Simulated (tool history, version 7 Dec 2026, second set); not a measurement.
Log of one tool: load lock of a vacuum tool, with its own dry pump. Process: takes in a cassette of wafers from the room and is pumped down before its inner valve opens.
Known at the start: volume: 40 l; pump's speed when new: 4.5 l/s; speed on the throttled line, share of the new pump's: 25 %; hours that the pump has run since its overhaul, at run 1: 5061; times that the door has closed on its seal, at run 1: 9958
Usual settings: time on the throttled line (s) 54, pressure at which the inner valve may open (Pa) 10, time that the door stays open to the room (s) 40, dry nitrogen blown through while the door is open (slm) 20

| run | hour | time on the throttled line (s) | pressure at which the inner valve may open (Pa) | time that the door stays open to the room (s) | dry nitrogen blown through while the door is open (slm) | hours that the pump has run since its overhaul | times that the door has closed on its seal | incoming humidity of the room's air, % | time from the closed door until the inner valve may open (s) | rise of the pressure with all valves shut (Pa/min) |
|---|---|---|---|---|---|---|---|---|---|---|
| 1 | 0.0 | 54 | 10 | 40 | 20 | 5061 | 9958 | 45.5 | 122.9 | 0.014 |
| 2 | 72.2 | 54 | 10 | 40 | 20 | 5133 | 10233 | 43.4 | 121.8 | 0.015 |
| 3 | 219.7 | 83 | 10 | 40 | 20 | 5281 | 10794 | 44.7 | 145.6 | 0.012 |
| 4 | 338.1 | 54 | 10 | 40 | 20 | 5399 | 11245 | 47.9 | 122.8 | 0.010 |
| 5 | 417.8 | 54 | 10 | 40 | 20 | 5479 | 11548 | 46.4 | 123.9 | 0.020 |
| 6 | 493.2 | 54 | 10 | 40 | 20 | 5554 | 11835 | 47.9 | 123.6 | 0.019 |
| 7 | 646.7 | 54 | 10 | 40 | 13 | 5708 | 12419 | 43.3 | 122.9 | 0.015 |
| 8 | 770.3 | 54 | 10 | 40 | 20 | 5831 | 12890 | 46.7 | 123.3 | 0.013 |
| 9 | 901.5 | 54 | 10 | 40 | 20 | 5963 | 13389 | 43.3 | 124.0 | 0.011 |
| 10 | 1004.3 | 54 | 10 | 40 | 20 | 6065 | 13781 | 46.9 | 122.4 | 0.015 |
| 11 | 1127.6 | 96 | 10 | 40 | 20 | 6189 | 14250 | 45.7 | 155.6 | 0.008 |
| 12 | 1225.3 | 79 | 10 | 40 | 20 | 6286 | 14621 | 43.5 | 142.2 | 0.011 |
| 13 | 1302.3 | 79 | 10 | 40 | 20 | 6363 | 14915 | 45.1 | 142.1 | 0.009 |
| 14 | 1397.2 | 31 | 10 | 30 | 37 | 6458 | 15276 | 43.8 | 104.4 | 0.018 |
| 15 | 1544.7 | 31 | 10 | 30 | 37 | 6606 | 15837 | 46.1 | 107.6 | 0.010 |
| 16 | 1669.3 | 53 | 10 | 72 | 10 | 6730 | 16311 | 42.8 | 122.2 | 0.020 |
| 17 | 1774.3 | 52 | 13 | 40 | 7 | 6835 | 16711 | 48.1 | 119.6 | 0.019 |
| 18 | 1926.0 | 105 | 12 | 40 | 20 | 6987 | 17288 | 46.4 | 158.4 | 0.007 |
| 19 | 2057.6 | 105 | 8 | 40 | 14 | 7119 | 17789 | 41.3 | 163.1 | 0.012 |
| 20 | 2133.8 | 46 | 16 | 94 | 8 | 7195 | 18079 | 44.2 | 111.9 | 0.023 |
| 21 | 2200.2 | 54 | 10 | 64 | 20 | 7261 | 18332 | 45.7 | 123.1 | 0.015 |
| 22 | 2338.8 | 54 | 10 | 64 | 20 | 7400 | 18860 | 42.8 | 123.2 | 0.010 |
| 23 | 2415.3 | 54 | 10 | 121 | 13 | 7476 | 19151 | 43.5 | 123.1 | 0.030 |
| 24 | 2543.7 | 54 | 10 | 121 | 13 | 7605 | 19639 | 44.7 | 123.1 | 0.023 |
| 25 | 2628.1 | 54 | 10 | 121 | 13 | 7689 | 19961 | 43.4 | 123.0 | 0.023 |

3 ways to go on from here, each from the tool as it stands after run 25. What would each give?
| A | 2741.2 | 54 | 10 | 72 | 13 | 7802 | 20391 | 43.2 | ? | ? |
| B | 2741.2 | 54 | 18 | 121 | 13 | 7802 | 20391 | 46.7 | ? | ? |
| C | 2741.2 | 54 | 14 | 36 | 13 | 7802 | 20391 | 45.1 | ? | ? |

| run | time from the closed door until the inner valve may open (s) | rise of the pressure with all valves shut (Pa/min) |
|---|---|---|
| A | 125.9 | 0.023 |
| B | 118.0 | 0.027 |
| C | 119.0 | 0.017 |
Without the tool's hidden state the same runs would have given:
| run | time from the closed door until the inner valve may open (s) | rise of the pressure with all valves shut (Pa/min) |
|---|---|---|
| A | 125.9 | 0.021 |
| B | 118.0 | 0.025 |
| C | 119.0 | 0.015 |
